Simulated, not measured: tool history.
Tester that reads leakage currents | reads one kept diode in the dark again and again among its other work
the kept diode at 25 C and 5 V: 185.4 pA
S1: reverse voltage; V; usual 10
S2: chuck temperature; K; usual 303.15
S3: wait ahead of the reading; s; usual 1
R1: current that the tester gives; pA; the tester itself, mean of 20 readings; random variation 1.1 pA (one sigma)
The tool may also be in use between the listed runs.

run 1 hour=0 | S1=10 S2=303.15 S3=1 | R1=325.4
run 2 hour=111.1 | S1=10 S2=303.15 S3=1 | R1=322.34
-- hour=161.1 chuck's temperature calibrated
run 3 hour=272.7 | S1=10 S2=303.15 S3=1 | R1=360.37
run 4 hour=359.9 | S1=10 S2=303.15 S3=1 | R1=360.73
run 5 hour=507.2 | S1=10 S2=303.15 S3=1 | R1=357.3
run 6 hour=671.4 | S1=10 S2=303.15 S3=0.8 | R1=352.41
-- hour=681.9 probe card cleaned and baked
run 7 hour=787.4 | S1=10 S2=302.15 S3=0.51 | R1=327.83
run 8 hour=871 | S1=10 S2=301.15 S3=0.52 | R1=298.49
run 9 hour=1038.9 | S1=1.4 S2=293.15 S3=2.12 | R1=69.2
-- hour=1056.4 probe card cleaned and baked, once more
run 10 hour=1202.9 | S1=15.8 S2=309.15 S3=3.89 | R1=647.53
run 11 hour=1295.1 | S1=15.8 S2=309.15 S3=3.89 | R1=643.42
run 12 hour=1382.7 | S1=10 S2=303.15 S3=0.31 | R1=340.7

5 ways to go on from here, each from the tool as it stands after run 12. What would each give?
run A hour=1542.8 | S1=5.6 S2=303.15 S3=1 | R1=?
run B hour=1542.8 | S1=4.5 S2=323.15 S3=5.38 | R1=?
run C hour=1542.8 | S1=10 S2=296.15 S3=2.6 | R1=?
run D hour=1542.8 | S1=9.7 S2=306.15 S3=8.04 | R1=?
run E hour=1542.8 | S1=1.6 S2=297.15 S3=1.96 | R1=?

run=A R1=264.3
run=B R1=1120.29
run=C R1=183.67
run=D R1=415.72
run=E R1=98.83
Without the tool's hidden state the same runs would have given:
run=A R1=293.92
run=B R1=1232.29
run=C R1=204.92
run=D R1=461.56
run=E R1=110.42
